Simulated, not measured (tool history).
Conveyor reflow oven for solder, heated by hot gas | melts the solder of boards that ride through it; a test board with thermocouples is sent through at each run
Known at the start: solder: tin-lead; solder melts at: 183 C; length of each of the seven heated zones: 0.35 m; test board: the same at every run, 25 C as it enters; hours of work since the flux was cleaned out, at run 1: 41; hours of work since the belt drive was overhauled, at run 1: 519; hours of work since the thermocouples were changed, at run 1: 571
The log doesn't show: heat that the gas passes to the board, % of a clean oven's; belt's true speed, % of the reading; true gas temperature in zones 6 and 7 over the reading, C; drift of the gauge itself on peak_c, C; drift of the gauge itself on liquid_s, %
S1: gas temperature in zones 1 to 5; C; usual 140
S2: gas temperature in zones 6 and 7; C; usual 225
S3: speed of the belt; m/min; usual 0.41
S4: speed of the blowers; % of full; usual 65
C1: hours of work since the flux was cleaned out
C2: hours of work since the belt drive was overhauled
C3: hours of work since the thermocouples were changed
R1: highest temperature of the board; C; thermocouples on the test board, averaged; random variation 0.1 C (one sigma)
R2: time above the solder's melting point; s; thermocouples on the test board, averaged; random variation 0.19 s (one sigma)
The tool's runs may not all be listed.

run,hour,S1,S2,S3,S4,C1,C2,C3,R1,R2
1,0,140,225,0.41,65,41,519,571,210.3,70.2
2,32.6,140,225,0.41,65,59,536,588,210.2,70
3,55.5,140,225,0.41,65,71,549,600,210.1,69.8
4,74.8,140,225,0.41,65,81,559,611,210.1,69.8
5,100,136,225,0.41,65,95,572,624,209.4,66.8
6,129.7,140,225,0.394,65,111,588,640,211.1,74.7
7,163,140,239,0.41,65,128,606,658,221.8,82.6
8,198.4,140,239,0.41,65,147,625,677,221.6,82.3
9,226.9,140,224,0.41,65,163,640,692,208.9,68.4
10,254.7,140,224,0.41,65,178,655,707,209,68.4
11,273.8,140,224,0.41,65,188,665,717,209,68
# hour 294.4: flux residue cleaned out of gas plates and filters
12,314.6,140,224,0.41,65,11,685,736,210.3,70.7
13,338.7,140,224,0.41,65,24,697,749,210.3,70.4
14,369.9,148,225,0.41,65,40,714,766,212.4,77.6
# hour 376.8: belt drive overhauled, speed set with a stopwatch
15,393.9,148,225,0.41,65,51,9,776,212.7,78.6
16,411.8,148,225,0.41,65,61,19,786,212.7,78.1
17,433.1,140,225,0.462,62,72,30,797,206.5,56.8
18,467.2,140,225,0.462,62,90,48,816,206.3,56.4
19,492,143,233,0.41,65,104,62,829,218.4,81.6
20,513.4,143,233,0.41,65,115,73,840,218.2,81.5
21,529,151,225,0.41,65,123,81,849,212.9,80.6
# hour 551.9: belt drive overhauled, speed set with a stopwatch, once more
22,557.7,142,220,0.455,69,137,3,862,204,54.3
23,578.2,127,220,0.429,69,148,14,873,202.7,50
24,596.6,140,224,0.342,75,157,24,883,215.9,93.8
25,611.5,140,222,0.41,65,165,32,891,207.4,65.6
26,645.9,140,221,0.432,65,184,50,909,205,57.6
27,660.9,140,239,0.42,65,192,58,917,220.8,78.7
# hour 675.1: flux residue cleaned out of gas plates and filters
28,683.7,140,225,0.415,72,5,68,927,212.5,71.9
29,709,140,222,0.422,79,18,81,940,210.8,69
# hour 730: thermocouples of zones 6 and 7 changed
30,736.3,151,237,0.422,79,32,95,3,222.9,86.4

Hidden state or all else? Some run-to-run changes of R1, split into what the settings, what came in and random variation would give without the hidden state, and what is left for the hidden state (with any gauge scatter that isn't in both results):
Run 8 -> 9: S2 239 -> 224. R1 -12.7 C: hidden state -0.1, all else -12.6.
Run 11 -> 12: flux residue cleaned out of gas plates and filters. R1 +1.3 C: hidden state +1.6, all else -0.3.
Run 23 -> 24: S1 127 -> 140, S2 220 -> 224, S3 0.429 -> 0.342, S4 69 -> 75. R1 +13.2 C: hidden state +0.6, all else +12.6.
Run 26 -> 27: S2 221 -> 239, S3 0.432 -> 0.42. R1 +15.8 C: hidden state -0.2, all else +16.
Run 27 -> 28: S2 239 -> 225, S3 0.42 -> 0.415, S4 65 -> 72, flux residue cleaned out of gas plates and filters. R1 -8.3 C: hidden state +1.8, all else -10.1.
Run 29 -> 30: S1 140 -> 151, S2 222 -> 237, thermocouples of zones 6 and 7 changed. R1 +12.1 C: hidden state -2.9, all else +15.

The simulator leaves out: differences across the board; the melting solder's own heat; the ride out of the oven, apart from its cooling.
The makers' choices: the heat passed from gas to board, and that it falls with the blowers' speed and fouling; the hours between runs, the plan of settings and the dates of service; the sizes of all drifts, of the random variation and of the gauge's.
